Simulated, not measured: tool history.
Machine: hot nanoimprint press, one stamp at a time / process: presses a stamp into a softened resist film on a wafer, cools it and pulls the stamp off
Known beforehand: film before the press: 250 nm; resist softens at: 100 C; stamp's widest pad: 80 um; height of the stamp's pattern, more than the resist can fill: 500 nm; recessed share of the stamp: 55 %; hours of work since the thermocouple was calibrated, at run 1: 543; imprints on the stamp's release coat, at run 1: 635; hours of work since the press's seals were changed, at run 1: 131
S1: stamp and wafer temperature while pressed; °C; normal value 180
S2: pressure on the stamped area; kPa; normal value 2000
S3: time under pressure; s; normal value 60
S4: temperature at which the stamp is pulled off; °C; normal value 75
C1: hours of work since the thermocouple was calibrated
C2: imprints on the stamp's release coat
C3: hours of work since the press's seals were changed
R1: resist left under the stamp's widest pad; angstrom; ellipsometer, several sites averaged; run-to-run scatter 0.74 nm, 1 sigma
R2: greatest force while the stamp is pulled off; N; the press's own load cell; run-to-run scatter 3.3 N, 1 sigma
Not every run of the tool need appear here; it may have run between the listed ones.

run 1 hour=0 | S1=180 S2=2000 S3=60 S4=75 | C1=543 C2=635 C3=131 | R1=1035 R2=200
run 2 hour=9.4 | S1=180 S2=2000 S3=60 S4=75 | C1=548 C2=659 C3=137 | R1=1032 R2=200
run 3 hour=14.4 | S1=180 S2=2720 S3=60 S4=75 | C1=551 C2=671 C3=139 | R1=873 R2=194
run 4 hour=19.5 | S1=180 S2=2000 S3=60 S4=75 | C1=554 C2=684 C3=142 | R1=1033 R2=201
run 5 hour=26.7 | S1=180 S2=2000 S3=60 S4=75 | C1=558 C2=702 C3=146 | R1=1026 R2=204
run 6 hour=31.8 | S1=180 S2=2000 S3=60 S4=75 | C1=561 C2=715 C3=149 | R1=1044 R2=208
-- hour=43 plate thermocouple calibrated
run 7 hour=45.2 | S1=180 S2=2000 S3=60 S4=75 | C1=1 C2=741 C3=155 | R1=929 R2=198
run 8 hour=52.3 | S1=180 S2=2000 S3=60 S4=75 | C1=5 C2=759 C3=159 | R1=922 R2=198
run 9 hour=62.3 | S1=180 S2=2000 S3=32 S4=75 | C1=11 C2=785 C3=164 | R1=1169 R2=205
run 10 hour=66.8 | S1=180 S2=2000 S3=42 S4=75 | C1=13 C2=796 C3=167 | R1=1060 R2=197
run 11 hour=72 | S1=180 S2=2000 S3=42 S4=75 | C1=16 C2=809 C3=170 | R1=1066 R2=204
run 12 hour=81.5 | S1=180 S2=2000 S3=60 S4=75 | C1=21 C2=833 C3=175 | R1=937 R2=202
run 13 hour=90.3 | S1=180 S2=2000 S3=60 S4=75 | C1=26 C2=855 C3=180 | R1=938 R2=203
run 14 hour=94.9 | S1=180 S2=2000 S3=60 S4=75 | C1=29 C2=867 C3=182 | R1=921 R2=204
run 15 hour=105.6 | S1=190 S2=1670 S3=30 S4=68 | C1=35 C2=894 C3=188 | R1=883 R2=232
run 16 hour=113.8 | S1=190 S2=1670 S3=30 S4=68 | C1=39 C2=915 C3=193 | R1=890 R2=235
run 17 hour=119.9 | S1=190 S2=1670 S3=30 S4=68 | C1=43 C2=930 C3=196 | R1=876 R2=230
run 18 hour=130.8 | S1=190 S2=1670 S3=30 S4=68 | C1=49 C2=957 C3=202 | R1=880 R2=230
run 19 hour=137.4 | S1=176 S2=2000 S3=60 S4=78 | C1=52 C2=974 C3=206 | R1=1122 R2=195
run 20 hour=142.9 | S1=176 S2=2350 S3=50 S4=78 | C1=55 C2=988 C3=209 | R1=1114 R2=199
run 21 hour=149.5 | S1=178 S2=2000 S3=114 S4=75 | C1=59 C2=1005 C3=213 | R1=800 R2=214
run 22 hour=159.9 | S1=180 S2=2000 S3=46 S4=75 | C1=65 C2=1031 C3=218 | R1=1046 R2=207
run 23 hour=168.9 | S1=180 S2=2000 S3=46 S4=75 | C1=70 C2=1054 C3=223 | R1=1030 R2=208
run 24 hour=179.2 | S1=180 S2=2000 S3=46 S4=75 | C1=76 C2=1080 C3=229 | R1=1036 R2=226
run 25 hour=184 | S1=180 S2=2000 S3=46 S4=75 | C1=78 C2=1092 C3=232 | R1=1036 R2=212
run 26 hour=190.9 | S1=175 S2=1600 S3=44 S4=64 | C1=82 C2=1109 C3=236 | R1=1460 R2=258
run 27 hour=199.3 | S1=175 S2=2280 S3=74 S4=64 | C1=87 C2=1130 C3=240 | R1=1029 R2=256

Each row is a separate what-if for the run after 27, all from the same tool condition, not one after another. Results?
run A hour=205.4 | S1=182 S2=2280 S3=51 S4=64 | C1=90 C2=1146 C3=244 | R1=? R2=?
run B hour=205.4 | S1=181 S2=2280 S3=82 S4=60 | C1=90 C2=1146 C3=244 | R1=? R2=?
run C hour=205.4 | S1=175 S2=1550 S3=57 S4=69 | C1=90 C2=1146 C3=244 | R1=? R2=?

run=A R1=865 R2=261
run=B R1=748 R2=284
run=C R1=1336 R2=244
What these runs would have given with no unlogged condition in the tool:
run=A R1=833 R2=191
run=B R1=718 R2=208
run=C R1=1293 R2=179

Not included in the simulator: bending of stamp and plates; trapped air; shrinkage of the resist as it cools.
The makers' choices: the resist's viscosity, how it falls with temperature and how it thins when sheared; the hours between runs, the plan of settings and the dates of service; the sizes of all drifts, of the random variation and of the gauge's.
